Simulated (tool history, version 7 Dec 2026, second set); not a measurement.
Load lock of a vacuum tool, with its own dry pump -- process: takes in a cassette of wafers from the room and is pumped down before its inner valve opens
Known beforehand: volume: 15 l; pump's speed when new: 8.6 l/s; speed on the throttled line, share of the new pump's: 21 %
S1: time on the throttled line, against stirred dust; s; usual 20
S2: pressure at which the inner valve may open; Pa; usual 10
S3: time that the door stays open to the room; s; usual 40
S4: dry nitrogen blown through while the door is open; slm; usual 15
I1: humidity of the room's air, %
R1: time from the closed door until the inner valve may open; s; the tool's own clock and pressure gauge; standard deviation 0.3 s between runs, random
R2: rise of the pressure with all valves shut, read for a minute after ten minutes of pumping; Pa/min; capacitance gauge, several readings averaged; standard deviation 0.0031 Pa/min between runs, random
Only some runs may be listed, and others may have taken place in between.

Run 1, hour 0: usual settings; I1 43.4. Result: R1 32.6 s, R2 0.073 Pa/min.
Run 2, hour 137.1: usual settings; I1 40.8. Result: R1 32.5 s, R2 0.067 Pa/min.
Run 3, hour 282.1: usual settings but S3 187 s; I1 43.8. Result: R1 32.5 s, R2 0.137 Pa/min.
Run 4, hour 375.8: usual settings but S3 187 s; I1 44.4. Result: R1 33.2 s, R2 0.143 Pa/min.
Run 5, hour 552.7: usual settings but S3 187 s; I1 43.9. Result: R1 32.9 s, R2 0.14 Pa/min.
Run 6, hour 645.1: usual settings; I1 43.3. Result: R1 33.2 s, R2 0.073 Pa/min.
Run 7, hour 810.9: usual settings; I1 45.8. Result: R1 32.4 s, R2 0.077 Pa/min.
Run 8, hour 905.6: usual settings but S1 14 s; I1 43.4. Result: R1 28.4 s, R2 0.075 Pa/min.
Run 9, hour 1020.2: usual settings but S1 14 s; I1 45.6. Result: R1 28 s, R2 0.083 Pa/min.
Run 10, hour 1181.9: usual settings but S2 11 Pa; I1 43.7. Result: R1 32.8 s, R2 0.075 Pa/min.
Run 11, hour 1256.3: usual settings but S2 11 Pa; I1 44.6. Result: R1 32.7 s, R2 0.078 Pa/min.
Run 12, hour 1406.4: usual settings but S2 11 Pa; I1 43.8. Result: R1 32.4 s, R2 0.076 Pa/min.
Run 13, hour 1566.3: usual settings but S1 22 s; I1 45.2. Result: R1 35 s, R2 0.081 Pa/min.
Run 14, hour 1667.9: usual settings; I1 44.1. Result: R1 33.2 s, R2 0.084 Pa/min.
Run 15, hour 1809.3: usual settings; I1 45.1. Result: R1 33.1 s, R2 0.084 Pa/min.
Run 16, hour 1887.7: usual settings but S4 9 slm; I1 44.3. Result: R1 32.9 s, R2 0.098 Pa/min.
Run 17, hour 2063.1: usual settings but S4 6 slm; I1 46.2. Result: R1 33.3 s, R2 0.097 Pa/min.
Run 18, hour 2177.3: usual settings but S4 5 slm; I1 47. Result: R1 33.6 s, R2 0.104 Pa/min.
Run 19, hour 2347.7: usual settings; I1 43.1. Result: R1 33.4 s, R2 0.089 Pa/min.
Run 20, hour 2456.2: usual settings; I1 44.1. Result: R1 33.5 s, R2 0.085 Pa/min.
Run 21, hour 2617.2: usual settings but S1 15 s, S2 8 Pa; I1 43.7. Result: R1 29.5 s, R2 0.088 Pa/min.
Run 22, hour 2726.6: usual settings but S1 18 s, S4 41 slm; I1 44.4. Result: R1 31.2 s, R2 0.077 Pa/min.
Run 23, hour 2892.6: usual settings but S4 8 slm; I1 46.2. Result: R1 33.4 s, R2 0.101 Pa/min.
Run 24, hour 2981.2: usual settings but S1 31 s, S2 15 Pa, S3 30 s, S4 34 slm; I1 41.9. Result: R1 40.7 s, R2 0.07 Pa/min.
Run 25, hour 3118.3: usual settings but S1 31 s, S2 15 Pa, S3 30 s, S4 34 slm; I1 49.5. Result: R1 40.9 s, R2 0.075 Pa/min.
Run 26, hour 3237.3: usual settings but S1 31 s, S2 15 Pa, S3 30 s, S4 34 slm; I1 44.7. Result: R1 40.7 s, R2 0.069 Pa/min.
Run 27, hour 3342.4: usual settings but S1 31 s, S3 103 s, S4 4 slm; I1 43.4. Result: R1 42.1 s, R2 0.152 Pa/min.
Run 28, hour 3450.8: usual settings but S1 13 s, S3 103 s, S4 34 slm; I1 44.7. Result: R1 28.1 s, R2 0.108 Pa/min.
Run 29, hour 3595.3: usual settings but S4 20 slm; I1 44.8. Result: R1 34 s, R2 0.094 Pa/min.
Run 30, hour 3712.3: usual settings but S1 13 s, S2 9 Pa, S4 16 slm; I1 45.9. Result: R1 28.1 s, R2 0.107 Pa/min.
Run 31, hour 3839.4: usual settings but S1 21 s, S2 9 Pa, S3 81 s, S4 16 slm; I1 46.9. Result: R1 34.8 s, R2 0.135 Pa/min.
Run 32, hour 3919: usual settings but S1 22 s, S2 8 Pa; I1 43.3. Result: R1 35.3 s, R2 0.097 Pa/min.

Run 33 has not been measured yet. What should we expect?
Run 33, hour 3994.6: usual settings but S1 22 s, S2 8 Pa; I1 45.4. Result: R1 ?, R2 ?.

R1: 36 s
R2: 0.103 Pa/min
Without the tool's hidden state the same run would have given R1 34.4 s, R2 0.059 Pa/min.
